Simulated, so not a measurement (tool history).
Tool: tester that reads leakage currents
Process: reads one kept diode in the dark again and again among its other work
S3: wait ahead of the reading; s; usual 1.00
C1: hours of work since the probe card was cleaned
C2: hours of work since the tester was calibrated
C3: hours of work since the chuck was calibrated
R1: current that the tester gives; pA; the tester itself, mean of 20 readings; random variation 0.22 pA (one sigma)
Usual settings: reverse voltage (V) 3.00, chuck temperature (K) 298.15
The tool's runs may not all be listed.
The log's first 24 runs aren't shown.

{"run": 25, "hour": 3100.7, "reverse voltage (V)": 11.97, "chuck temperature (K)": 293.15, "S3": 6.72, "C1": 755, "C2": 3446, "C3": 853, "R1": 100.44}
{"run": 26, "hour": 3229.0, "reverse voltage (V)": 8.4, "chuck temperature (K)": 301.15, "S3": 1.13, "C1": 816, "C2": 3506, "C3": 914, "R1": 149.06}
{"run": 27, "hour": 3349.0, "reverse voltage (V)": 8.4, "chuck temperature (K)": 301.15, "S3": 1.13, "C1": 873, "C2": 3563, "C3": 971, "R1": 148.9}
{"run": 28, "hour": 3444.8, "reverse voltage (V)": 11.75, "chuck temperature (K)": 294.15, "S3": 9.95, "C1": 918, "C2": 3608, "C3": 1016, "R1": 107.45}
{"run": 29, "hour": 3597.8, "reverse voltage (V)": 2.37, "chuck temperature (K)": 294.15, "S3": 2.78, "C1": 990, "C2": 3680, "C3": 1088, "R1": 48.27}
{"run": 30, "hour": 3758.3, "reverse voltage (V)": 3.47, "chuck temperature (K)": 315.15, "S3": 2.78, "C1": 1066, "C2": 3756, "C3": 1164, "R1": 248.02}
{"run": 31, "hour": 3863.5, "reverse voltage (V)": 1.17, "chuck temperature (K)": 303.15, "S3": 0.62, "C1": 1115, "C2": 3806, "C3": 1214, "R1": 65.7}
{"run": 32, "hour": 3990.0, "reverse voltage (V)": 8.1, "chuck temperature (K)": 308.15, "S3": 3.78, "C1": 1175, "C2": 3865, "C3": 1273, "R1": 234.41}
{"hour": 4071.4, "done": "probe card cleaned and baked"}
{"run": 33, "hour": 4112.0, "reverse voltage (V)": 8.1, "chuck temperature (K)": 308.15, "S3": 3.78, "C1": 19, "C2": 3922, "C3": 1329, "R1": 228.01}
{"run": 34, "hour": 4185.2, "reverse voltage (V)": 8.1, "chuck temperature (K)": 308.15, "S3": 3.78, "C1": 54, "C2": 3956, "C3": 1364, "R1": 227.37}
{"run": 35, "hour": 4320.7, "reverse voltage (V)": 13.8, "chuck temperature (K)": 331.15, "S3": 4.17, "C1": 118, "C2": 4020, "C3": 1428, "R1": 1281.6}
{"run": 36, "hour": 4455.6, "reverse voltage (V)": 13.8, "chuck temperature (K)": 331.15, "S3": 4.17, "C1": 181, "C2": 4084, "C3": 1492, "R1": 1282.37}
{"run": 37, "hour": 4535.0, "reverse voltage (V)": 18.44, "chuck temperature (K)": 331.15, "S3": 2.9, "C1": 219, "C2": 4121, "C3": 1529, "R1": 1469.11}
{"run": 38, "hour": 4647.2, "reverse voltage (V)": 18.44, "chuck temperature (K)": 315.15, "S3": 1.24, "C1": 272, "C2": 4174, "C3": 1582, "R1": 540.16}
{"run": 39, "hour": 4804.0, "reverse voltage (V)": 14.03, "chuck temperature (K)": 306.15, "S3": 0.52, "C1": 346, "C2": 4248, "C3": 1656, "R1": 262.64}

Forecast each of these 3 alternatives for the next run:
{"run": "A", "hour": 4885.3, "reverse voltage (V)": 10.05, "chuck temperature (K)": 298.15, "S3": 1.0, "C1": 384, "C2": 4287, "C3": 1695, "R1": "?"}
{"run": "B", "hour": 4885.3, "reverse voltage (V)": 3.94, "chuck temperature (K)": 306.15, "S3": 0.52, "C1": 384, "C2": 4287, "C3": 1695, "R1": "?"}
{"run": "C", "hour": 4885.3, "reverse voltage (V)": 4.35, "chuck temperature (K)": 298.15, "S3": 2.0, "C1": 384, "C2": 4287, "C3": 1695, "R1": "?"}

run=A R1=126.53
run=B R1=140.86
run=C R1=83.35
Without the tool's hidden state the same runs would have given:
run=A R1=128.79
run=B R1=145.31
run=C R1=85.62
